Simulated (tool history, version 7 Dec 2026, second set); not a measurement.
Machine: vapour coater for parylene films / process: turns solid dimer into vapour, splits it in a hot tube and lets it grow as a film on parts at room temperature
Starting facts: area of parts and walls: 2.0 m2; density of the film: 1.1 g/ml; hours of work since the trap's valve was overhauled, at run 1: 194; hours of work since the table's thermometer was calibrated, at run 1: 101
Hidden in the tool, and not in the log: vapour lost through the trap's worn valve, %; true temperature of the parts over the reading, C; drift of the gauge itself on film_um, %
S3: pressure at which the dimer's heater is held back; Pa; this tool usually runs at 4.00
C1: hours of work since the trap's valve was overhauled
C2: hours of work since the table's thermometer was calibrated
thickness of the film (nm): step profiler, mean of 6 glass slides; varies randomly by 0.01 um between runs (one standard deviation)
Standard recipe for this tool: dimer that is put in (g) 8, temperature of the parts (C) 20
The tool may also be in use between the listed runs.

run 1 hour=0.0 | dimer_that_is_put_in_(g)=8 temperature_of_the_parts_(C)=20 S3=4.00 | C1=194 C2=101 | thickness_of_the_film_(nm)=2230
run 2 hour=17.1 | dimer_that_is_put_in_(g)=8 temperature_of_the_parts_(C)=20 S3=4.00 | C1=206 C2=113 | thickness_of_the_film_(nm)=2220
run 3 hour=51.8 | dimer_that_is_put_in_(g)=8 temperature_of_the_parts_(C)=20 S3=4.00 | C1=230 C2=138 | thickness_of_the_film_(nm)=2230
run 4 hour=78.0 | dimer_that_is_put_in_(g)=7 temperature_of_the_parts_(C)=20 S3=4.00 | C1=249 C2=156 | thickness_of_the_film_(nm)=1970
run 5 hour=111.2 | dimer_that_is_put_in_(g)=8 temperature_of_the_parts_(C)=20 S3=4.00 | C1=272 C2=180 | thickness_of_the_film_(nm)=2250
run 6 hour=143.8 | dimer_that_is_put_in_(g)=8 temperature_of_the_parts_(C)=20 S3=4.00 | C1=295 C2=203 | thickness_of_the_film_(nm)=2250
run 7 hour=174.0 | dimer_that_is_put_in_(g)=8 temperature_of_the_parts_(C)=20 S3=4.00 | C1=316 C2=224 | thickness_of_the_film_(nm)=2230
run 8 hour=209.4 | dimer_that_is_put_in_(g)=8 temperature_of_the_parts_(C)=20 S3=4.00 | C1=341 C2=249 | thickness_of_the_film_(nm)=2230
run 9 hour=231.4 | dimer_that_is_put_in_(g)=8 temperature_of_the_parts_(C)=20 S3=4.00 | C1=356 C2=264 | thickness_of_the_film_(nm)=2230
run 10 hour=247.0 | dimer_that_is_put_in_(g)=8 temperature_of_the_parts_(C)=20 S3=4.00 | C1=367 C2=275 | thickness_of_the_film_(nm)=2240
run 11 hour=278.4 | dimer_that_is_put_in_(g)=4 temperature_of_the_parts_(C)=20 S3=4.00 | C1=389 C2=297 | thickness_of_the_film_(nm)=1120
run 12 hour=302.1 | dimer_that_is_put_in_(g)=8 temperature_of_the_parts_(C)=24 S3=4.00 | C1=406 C2=314 | thickness_of_the_film_(nm)=1870
run 13 hour=330.4 | dimer_that_is_put_in_(g)=8 temperature_of_the_parts_(C)=20 S3=4.00 | C1=426 C2=334 | thickness_of_the_film_(nm)=2260
run 14 hour=362.5 | dimer_that_is_put_in_(g)=8 temperature_of_the_parts_(C)=20 S3=4.00 | C1=449 C2=356 | thickness_of_the_film_(nm)=2230
run 15 hour=378.0 | dimer_that_is_put_in_(g)=8 temperature_of_the_parts_(C)=20 S3=4.00 | C1=459 C2=367 | thickness_of_the_film_(nm)=2240
-- hour=396.7 trap's valve overhauled
run 16 hour=399.6 | dimer_that_is_put_in_(g)=8 temperature_of_the_parts_(C)=20 S3=11.44 | C1=2 C2=379 | thickness_of_the_film_(nm)=1840
run 17 hour=434.2 | dimer_that_is_put_in_(g)=8 temperature_of_the_parts_(C)=20 S3=11.44 | C1=26 C2=404 | thickness_of_the_film_(nm)=1840
run 18 hour=462.2 | dimer_that_is_put_in_(g)=8 temperature_of_the_parts_(C)=20 S3=4.00 | C1=46 C2=423 | thickness_of_the_film_(nm)=2230
run 19 hour=495.8 | dimer_that_is_put_in_(g)=8 temperature_of_the_parts_(C)=12 S3=4.00 | C1=70 C2=447 | thickness_of_the_film_(nm)=3140
run 20 hour=527.5 | dimer_that_is_put_in_(g)=8 temperature_of_the_parts_(C)=12 S3=4.00 | C1=92 C2=469 | thickness_of_the_film_(nm)=3150
run 21 hour=563.2 | dimer_that_is_put_in_(g)=8 temperature_of_the_parts_(C)=12 S3=4.00 | C1=117 C2=494 | thickness_of_the_film_(nm)=3170
run 22 hour=587.3 | dimer_that_is_put_in_(g)=8 temperature_of_the_parts_(C)=13 S3=4.00 | C1=134 C2=511 | thickness_of_the_film_(nm)=3010
run 23 hour=619.7 | dimer_that_is_put_in_(g)=8 temperature_of_the_parts_(C)=17 S3=4.00 | C1=157 C2=534 | thickness_of_the_film_(nm)=2550
run 24 hour=637.1 | dimer_that_is_put_in_(g)=8 temperature_of_the_parts_(C)=20 S3=4.00 | C1=169 C2=546 | thickness_of_the_film_(nm)=2220
run 25 hour=671.6 | dimer_that_is_put_in_(g)=3 temperature_of_the_parts_(C)=20 S3=5.66 | C1=193 C2=571 | thickness_of_the_film_(nm)=800
run 26 hour=699.5 | dimer_that_is_put_in_(g)=8 temperature_of_the_parts_(C)=20 S3=3.34 | C1=213 C2=590 | thickness_of_the_film_(nm)=2330
run 27 hour=734.6 | dimer_that_is_put_in_(g)=8 temperature_of_the_parts_(C)=20 S3=3.34 | C1=237 C2=615 | thickness_of_the_film_(nm)=2330
run 28 hour=761.3 | dimer_that_is_put_in_(g)=5 temperature_of_the_parts_(C)=12 S3=11.85 | C1=256 C2=634 | thickness_of_the_film_(nm)=1600
run 29 hour=784.8 | dimer_that_is_put_in_(g)=5 temperature_of_the_parts_(C)=12 S3=11.85 | C1=273 C2=650 | thickness_of_the_film_(nm)=1610
run 30 hour=803.1 | dimer_that_is_put_in_(g)=11 temperature_of_the_parts_(C)=12 S3=2.66 | C1=285 C2=663 | thickness_of_the_film_(nm)=4640
run 31 hour=830.9 | dimer_that_is_put_in_(g)=4 temperature_of_the_parts_(C)=19 S3=6.25 | C1=305 C2=682 | thickness_of_the_film_(nm)=1070
run 32 hour=859.1 | dimer_that_is_put_in_(g)=14 temperature_of_the_parts_(C)=20 S3=5.00 | C1=325 C2=702 | thickness_of_the_film_(nm)=3750
run 33 hour=891.7 | dimer_that_is_put_in_(g)=14 temperature_of_the_parts_(C)=20 S3=5.00 | C1=348 C2=725 | thickness_of_the_film_(nm)=3740
run 34 hour=925.2 | dimer_that_is_put_in_(g)=14 temperature_of_the_parts_(C)=20 S3=5.00 | C1=371 C2=749 | thickness_of_the_film_(nm)=3760
run 35 hour=952.8 | dimer_that_is_put_in_(g)=8 temperature_of_the_parts_(C)=15 S3=4.00 | C1=391 C2=768 | thickness_of_the_film_(nm)=2770
run 36 hour=976.4 | dimer_that_is_put_in_(g)=11 temperature_of_the_parts_(C)=16 S3=4.00 | C1=407 C2=785 | thickness_of_the_film_(nm)=3650
run 37 hour=993.0 | dimer_that_is_put_in_(g)=11 temperature_of_the_parts_(C)=26 S3=4.00 | C1=419 C2=796 | thickness_of_the_film_(nm)=2370
run 38 hour=1028.7 | dimer_that_is_put_in_(g)=11 temperature_of_the_parts_(C)=16 S3=3.20 | C1=444 C2=821 | thickness_of_the_film_(nm)=3790
run 39 hour=1053.5 | dimer_that_is_put_in_(g)=8 temperature_of_the_parts_(C)=20 S3=4.97 | C1=461 C2=839 | thickness_of_the_film_(nm)=2130
-- hour=1070.7 trap's valve overhauled
run 40 hour=1076.4 | dimer_that_is_put_in_(g)=8 temperature_of_the_parts_(C)=20 S3=4.97 | C1=4 C2=852 | thickness_of_the_film_(nm)=2150
run 41 hour=1096.6 | dimer_that_is_put_in_(g)=8 temperature_of_the_parts_(C)=20 S3=4.97 | C1=18 C2=866 | thickness_of_the_film_(nm)=2150
run 42 hour=1121.3 | dimer_that_is_put_in_(g)=10 temperature_of_the_parts_(C)=24 S3=3.53 | C1=36 C2=884 | thickness_of_the_film_(nm)=2430
run 43 hour=1146.5 | dimer_that_is_put_in_(g)=10 temperature_of_the_parts_(C)=24 S3=3.53 | C1=53 C2=901 | thickness_of_the_film_(nm)=2420
run 44 hour=1180.0 | dimer_that_is_put_in_(g)=10 temperature_of_the_parts_(C)=24 S3=3.53 | C1=77 C2=925 | thickness_of_the_film_(nm)=2420
run 45 hour=1211.6 | dimer_that_is_put_in_(g)=10 temperature_of_the_parts_(C)=24 S3=3.53 | C1=99 C2=947 | thickness_of_the_film_(nm)=2420
run 46 hour=1236.3 | dimer_that_is_put_in_(g)=10 temperature_of_the_parts_(C)=24 S3=3.53 | C1=116 C2=965 | thickness_of_the_film_(nm)=2410
run 47 hour=1267.7 | dimer_that_is_put_in_(g)=8 temperature_of_the_parts_(C)=20 S3=6.53 | C1=138 C2=987 | thickness_of_the_film_(nm)=2040

Predict each of these 3 candidate next runs independently; none follows another, all start after run 47:
run A hour=1298.6 | dimer_that_is_put_in_(g)=4 temperature_of_the_parts_(C)=20 S3=5.91 | C1=160 C2=1008 | thickness_of_the_film_(nm)=?
run B hour=1298.6 | dimer_that_is_put_in_(g)=6 temperature_of_the_parts_(C)=20 S3=4.32 | C1=160 C2=1008 | thickness_of_the_film_(nm)=?
run C hour=1298.6 | dimer_that_is_put_in_(g)=10 temperature_of_the_parts_(C)=20 S3=7.50 | C1=160 C2=1008 | thickness_of_the_film_(nm)=?

run=A thickness_of_the_film_(nm)=1040
run=B thickness_of_the_film_(nm)=1650
run=C thickness_of_the_film_(nm)=2500
Stripped of hidden state, with their random variation kept, the same runs would have yielded:
run=A thickness_of_the_film_(nm)=1040
run=B thickness_of_the_film_(nm)=1650
run=C thickness_of_the_film_(nm)=2500
